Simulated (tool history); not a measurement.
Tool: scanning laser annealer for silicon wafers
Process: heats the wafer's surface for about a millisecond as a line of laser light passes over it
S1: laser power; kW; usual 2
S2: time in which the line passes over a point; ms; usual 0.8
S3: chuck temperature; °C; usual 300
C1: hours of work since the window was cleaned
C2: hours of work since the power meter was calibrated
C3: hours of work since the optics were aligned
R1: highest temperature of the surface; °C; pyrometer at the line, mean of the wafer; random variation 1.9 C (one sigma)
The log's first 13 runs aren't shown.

-- day=12.554 window over the wafer cleaned
run 14 day=12.554 | S1=2 S2=0.8 S3=300 | C1=0 C2=508 C3=709 | R1=1115
run 15 day=13.483 | S1=2 S2=0.8 S3=300 | C1=9 C2=517 C3=718 | R1=1117
run 16 day=14.742 | S1=2 S2=0.605 S3=300 | C1=22 C2=530 C3=731 | R1=987
run 17 day=15.521 | S1=2 S2=0.605 S3=300 | C1=30 C2=538 C3=739 | R1=989
run 18 day=16.196 | S1=2 S2=0.605 S3=300 | C1=37 C2=545 C3=746 | R1=986
run 19 day=17.367 | S1=2 S2=0.605 S3=316 | C1=49 C2=557 C3=758 | R1=1003
run 20 day=18.654 | S1=2.133 S2=0.8 S3=295 | C1=62 C2=570 C3=771 | R1=1164
run 21 day=19.896 | S1=1.961 S2=0.8 S3=300 | C1=75 C2=582 C3=783 | R1=1100
run 22 day=20.8 | S1=1.961 S2=0.8 S3=300 | C1=84 C2=592 C3=793 | R1=1095
run 23 day=21.95 | S1=1.961 S2=0.8 S3=300 | C1=96 C2=603 C3=804 | R1=1091
run 24 day=22.804 | S1=2.164 S2=0.646 S3=285 | C1=104 C2=612 C3=813 | R1=1059
run 25 day=23.979 | S1=2.164 S2=0.704 S3=336 | C1=116 C2=624 C3=825 | R1=1152
run 26 day=24.708 | S1=1.834 S2=0.632 S3=300 | C1=124 C2=631 C3=832 | R1=939
run 27 day=25.262 | S1=2 S2=0.954 S3=327 | C1=129 C2=637 C3=838 | R1=1224
run 28 day=26.104 | S1=2 S2=0.954 S3=327 | C1=138 C2=646 C3=847 | R1=1226
run 29 day=26.704 | S1=1.707 S2=0.763 S3=300 | C1=144 C2=652 C3=853 | R1=964
run 30 day=27.733 | S1=1.707 S2=0.763 S3=300 | C1=154 C2=662 C3=863 | R1=963
run 31 day=28.771 | S1=2.06 S2=0.597 S3=339 | C1=165 C2=673 C3=874 | R1=1035
run 32 day=29.346 | S1=1.76 S2=0.844 S3=311 | C1=171 C2=679 C3=880 | R1=1035
run 33 day=30.529 | S1=1.857 S2=0.8 S3=300 | C1=183 C2=691 C3=892 | R1=1043
run 34 day=31.092 | S1=1.857 S2=0.85 S3=309 | C1=189 C2=696 C3=897 | R1=1082
run 35 day=32.142 | S1=1.857 S2=0.85 S3=309 | C1=199 C2=707 C3=908 | R1=1079
run 36 day=32.954 | S1=1.707 S2=0.799 S3=330 | C1=208 C2=715 C3=916 | R1=1010

4 ways to go on from here, each from the tool as it stands after run 36. What would each give?
run A day=34.158 | S1=1.707 S2=0.691 S3=330 | C1=220 C2=728 C3=929 | R1=?
run B day=34.158 | S1=1.907 S2=0.737 S3=289 | C1=220 C2=728 C3=929 | R1=?
run C day=34.158 | S1=1.891 S2=0.923 S3=314 | C1=220 C2=728 C3=929 | R1=?
run D day=34.158 | S1=1.707 S2=0.799 S3=288 | C1=220 C2=728 C3=929 | R1=?

run=A R1=952
run=B R1=1015
run=C R1=1143
run=D R1=969
Without the tool's hidden state the same runs would have given:
run=A R1=964
run=B R1=1029
run=C R1=1158
run=D R1=982
